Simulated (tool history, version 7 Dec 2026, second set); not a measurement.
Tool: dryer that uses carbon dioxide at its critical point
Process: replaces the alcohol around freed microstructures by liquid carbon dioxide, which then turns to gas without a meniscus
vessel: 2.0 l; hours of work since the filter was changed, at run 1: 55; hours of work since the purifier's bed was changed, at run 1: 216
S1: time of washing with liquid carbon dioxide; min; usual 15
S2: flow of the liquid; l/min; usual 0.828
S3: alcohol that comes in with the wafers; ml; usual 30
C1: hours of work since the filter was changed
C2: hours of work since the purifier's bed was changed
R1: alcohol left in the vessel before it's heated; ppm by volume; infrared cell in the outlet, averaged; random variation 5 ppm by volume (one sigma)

run   hour  S1     S2   S3   C1   C2   R1
  1    0.0  15  0.828   30   55  216  112
  2    7.0  15  0.828   30   59  220  107
  3   16.7  15  0.621   30   64  225  242
  4   24.3  15  0.621   30   69  230  238
  5   29.1  15  1.320   30   72  232   84
  6   40.2  15  1.320   30   78  239   81
  7   51.1  15  1.320   33   84  245   85
  8   56.8  15  1.320   33   88  249   80
  9   67.1  15  1.320   33   94  255   95
 10   72.5  15  1.320   33   97  258   87
 11   77.7  15  1.320   33  100  261   92
 12   83.8  22  0.828   30  104  264   90
 13   89.1  15  0.828   30  107  267  129
 14  100.8  15  0.828   30  113  274  133
 15  112.5  15  1.345   30  120  281   98
 16  118.9  15  1.345   30  124  285   98
 17  124.8  15  1.345   30  127  288   98
 18  134.1  14  0.828   30  133  294  155
 19  139.1  14  0.828   30  136  297  152
 20  150.1  14  0.828   30  142  303  161
 21  155.7  14  0.828   30  145  306  167
 22  161.7  14  0.828   30  149  310  160
 23  172.2  14  0.828   30  155  316  150
 24  180.8  15  0.867   35  160  321  133
 25  188.1  15  0.867   35  164  325  146
 26  193.4  13  0.867   35  167  328  193
 27  204.8  15  0.851   28  174  335  137
 28  213.1  13  1.396   30  179  340  113
 29  223.3  13  1.396   30  185  346  112
 30  231.2  13  1.396   30  189  350  116
 31  240.6  13  1.396   30  195  356  117
 32  251.2  13  1.396   30  201  362  116
 33  260.5  20  0.906  101  206  367  132
 34  265.6  10  0.838   57  209  370  666
 35  274.5  10  0.838   57  215  375  676
 36  282.4  15  1.253   46  219  380  127
 37  293.4  16  1.089   30  226  386  136
 38  303.7  16  1.089   30  232  392  134
 39  313.0   9  1.080   30  237  398  286
 40  322.6   9  1.080   30  243  403  296
 41  334.4  15  0.828   90  249  410  264
 42  341.1  15  1.162   30  253  414  138
 43  350.6  13  0.856   30  259  420  220
 44  357.1  13  0.856   30  263  423  212
 45  364.8  16  0.786   44  267  428  208
 46  372.1  16  0.786   44  271  432  206

3 ways to go on from here, each from the tool as it stands after run 46. What would each give?
  A  382.1  12  0.786   37  277  438   ?
  B  382.1  14  0.745   24  277  438   ?
  C  382.1  16  0.786  106  277  438   ?

run   R1
  A  383
  B  240
  C  294
Without the tool's hidden state the same runs would have given:
run   R1
  A  195
  B   79
  C  114

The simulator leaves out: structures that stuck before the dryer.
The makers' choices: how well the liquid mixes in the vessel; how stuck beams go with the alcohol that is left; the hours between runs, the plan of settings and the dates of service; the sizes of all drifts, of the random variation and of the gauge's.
